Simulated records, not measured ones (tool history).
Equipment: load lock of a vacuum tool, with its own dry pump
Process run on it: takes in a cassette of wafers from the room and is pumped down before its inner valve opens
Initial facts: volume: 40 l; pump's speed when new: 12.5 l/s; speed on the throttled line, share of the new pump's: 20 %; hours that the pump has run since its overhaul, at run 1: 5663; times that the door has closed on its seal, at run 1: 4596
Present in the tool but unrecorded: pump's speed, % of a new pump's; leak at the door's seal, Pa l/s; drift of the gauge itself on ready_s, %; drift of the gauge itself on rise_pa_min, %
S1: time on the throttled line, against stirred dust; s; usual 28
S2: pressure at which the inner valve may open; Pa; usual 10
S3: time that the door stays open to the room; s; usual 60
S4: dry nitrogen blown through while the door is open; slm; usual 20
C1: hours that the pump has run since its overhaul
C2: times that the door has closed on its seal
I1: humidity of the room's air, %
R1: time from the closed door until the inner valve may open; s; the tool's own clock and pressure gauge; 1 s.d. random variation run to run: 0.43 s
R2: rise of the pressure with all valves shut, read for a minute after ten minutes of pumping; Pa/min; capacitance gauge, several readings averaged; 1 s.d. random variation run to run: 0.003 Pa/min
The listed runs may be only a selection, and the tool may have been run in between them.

run 1 day=0.000 | S1=28 S2=10 S3=60 S4=20 | C1=5663 C2=4596 | I1=45.5 | R1=57.2 R2=0.048
run 2 day=6.667 | S1=48 S2=10 S3=60 S4=20 | C1=5823 C2=5296 | I1=43.5 | R1=71.8 R2=0.047
run 3 day=10.904 | S1=48 S2=10 S3=60 S4=20 | C1=5924 C2=5741 | I1=47.1 | R1=72.4 R2=0.052
run 4 day=17.188 | S1=48 S2=10 S3=60 S4=20 | C1=6075 C2=6401 | I1=49.1 | R1=73.1 R2=0.054
run 5 day=21.479 | S1=48 S2=10 S3=60 S4=20 | C1=6178 C2=6852 | I1=45.5 | R1=71.9 R2=0.053
run 6 day=27.008 | S1=48 S2=10 S3=60 S4=20 | C1=6311 C2=7433 | I1=48.5 | R1=73.0 R2=0.057
run 7 day=31.542 | S1=48 S2=10 S3=60 S4=20 | C1=6420 C2=7910 | I1=45.1 | R1=72.3 R2=0.062
run 8 day=37.496 | S1=28 S2=12 S3=60 S4=20 | C1=6562 C2=8535 | I1=46.8 | R1=57.1 R2=0.060
run 9 day=43.783 | S1=28 S2=12 S3=60 S4=20 | C1=6713 C2=9196 | I1=46.3 | R1=56.9 R2=0.065
run 10 day=48.729 | S1=28 S2=12 S3=60 S4=20 | C1=6832 C2=9715 | I1=46.6 | R1=57.5 R2=0.067
run 11 day=54.075 | S1=28 S2=12 S3=60 S4=20 | C1=6960 C2=10277 | I1=44.9 | R1=57.5 R2=0.069
run 12 day=61.579 | S1=28 S2=10 S3=60 S4=20 | C1=7140 C2=11066 | I1=44.7 | R1=58.7 R2=0.072
run 13 day=67.612 | S1=28 S2=10 S3=27 S4=20 | C1=7285 C2=11700 | I1=43.8 | R1=58.5 R2=0.071
run 14 day=72.912 | S1=28 S2=10 S3=27 S4=20 | C1=7412 C2=12256 | I1=45.4 | R1=58.5 R2=0.072
run 15 day=78.646 | S1=28 S2=10 S3=60 S4=20 | C1=7550 C2=12859 | I1=42.8 | R1=59.2 R2=0.080
run 16 day=84.567 | S1=28 S2=10 S3=60 S4=20 | C1=7692 C2=13481 | I1=43.8 | R1=58.5 R2=0.084
run 17 day=88.846 | S1=28 S2=10 S3=74 S4=20 | C1=7795 C2=13930 | I1=44.6 | R1=59.0 R2=0.089
run 18 day=93.958 | S1=28 S2=10 S3=60 S4=20 | C1=7918 C2=14468 | I1=46.8 | R1=59.4 R2=0.088
run 19 day=100.621 | S1=28 S2=10 S3=60 S4=20 | C1=8077 C2=15168 | I1=42.7 | R1=60.8 R2=0.096
run 20 day=107.904 | S1=27 S2=9 S3=60 S4=20 | C1=8252 C2=15933 | I1=48.8 | R1=59.3 R2=0.103
run 21 day=111.292 | S1=27 S2=9 S3=60 S4=20 | C1=8333 C2=16289 | I1=44.5 | R1=59.6 R2=0.104
run 22 day=118.325 | S1=21 S2=10 S3=127 S4=20 | C1=8502 C2=17028 | I1=43.3 | R1=55.0 R2=0.116
run 23 day=123.883 | S1=21 S2=10 S3=127 S4=20 | C1=8636 C2=17612 | I1=50.3 | R1=53.8 R2=0.121
run 24 day=128.233 | S1=33 S2=18 S3=128 S4=20 | C1=8740 C2=18069 | I1=45.7 | R1=61.5 R2=0.129
run 25 day=132.692 | S1=28 S2=10 S3=73 S4=6 | C1=8847 C2=18538 | I1=42.3 | R1=61.2 R2=0.125
run 26 day=138.688 | S1=28 S2=11 S3=60 S4=20 | C1=8991 C2=19167 | I1=46.5 | R1=60.4 R2=0.120
run 27 day=144.679 | S1=16 S2=14 S3=91 S4=20 | C1=9135 C2=19797 | I1=42.7 | R1=50.9 R2=0.132
run 28 day=150.304 | S1=28 S2=11 S3=158 S4=20 | C1=9270 C2=20388 | I1=44.0 | R1=61.0 R2=0.140
-- day=152.542 dry pump taken out, an overhauled one fitted
run 29 day=158.142 | S1=32 S2=8 S3=147 S4=18 | C1=134 C2=21185 | I1=45.4 | R1=56.2 R2=0.145
run 30 day=163.688 | S1=32 S2=8 S3=147 S4=18 | C1=267 C2=21768 | I1=42.0 | R1=56.3 R2=0.143
run 31 day=170.496 | S1=32 S2=8 S3=147 S4=18 | C1=431 C2=22483 | I1=46.2 | R1=56.6 R2=0.160
run 32 day=174.796 | S1=32 S2=8 S3=147 S4=18 | C1=534 C2=22935 | I1=48.2 | R1=56.5 R2=0.161
run 33 day=179.454 | S1=32 S2=8 S3=147 S4=18 | C1=646 C2=23425 | I1=49.0 | R1=56.4 R2=0.162
run 34 day=185.200 | S1=32 S2=8 S3=147 S4=18 | C1=784 C2=24028 | I1=44.3 | R1=56.6 R2=0.167
run 35 day=190.633 | S1=28 S2=9 S3=60 S4=20 | C1=914 C2=24599 | I1=44.2 | R1=53.2 R2=0.160
run 36 day=193.979 | S1=32 S2=16 S3=60 S4=20 | C1=995 C2=24951 | I1=41.6 | R1=54.7 R2=0.160
run 37 day=197.758 | S1=32 S2=16 S3=60 S4=20 | C1=1085 C2=25348 | I1=44.5 | R1=53.3 R2=0.165
run 38 day=204.796 | S1=18 S2=9 S3=71 S4=15 | C1=1254 C2=26087 | I1=44.5 | R1=45.4 R2=0.177

Alternative continuations, all from the tool just after run 38; predict every row:
run A day=210.996 | S1=26 S2=14 S3=182 S4=15 | C1=1403 C2=26739 | I1=40.9 | R1=? R2=?
run B day=210.996 | S1=18 S2=12 S3=71 S4=15 | C1=1403 C2=26739 | I1=44.9 | R1=? R2=?
run C day=210.996 | S1=53 S2=8 S3=71 S4=6 | C1=1403 C2=26739 | I1=45.3 | R1=? R2=?

run=A R1=51.2 R2=0.193
run=B R1=45.0 R2=0.177
run=C R1=73.8 R2=0.182
Had the tool no hidden state, the same runs would have come out as:
run=A R1=50.1 R2=0.038
run=B R1=43.8 R2=0.024
run=C R1=72.9 R2=0.029

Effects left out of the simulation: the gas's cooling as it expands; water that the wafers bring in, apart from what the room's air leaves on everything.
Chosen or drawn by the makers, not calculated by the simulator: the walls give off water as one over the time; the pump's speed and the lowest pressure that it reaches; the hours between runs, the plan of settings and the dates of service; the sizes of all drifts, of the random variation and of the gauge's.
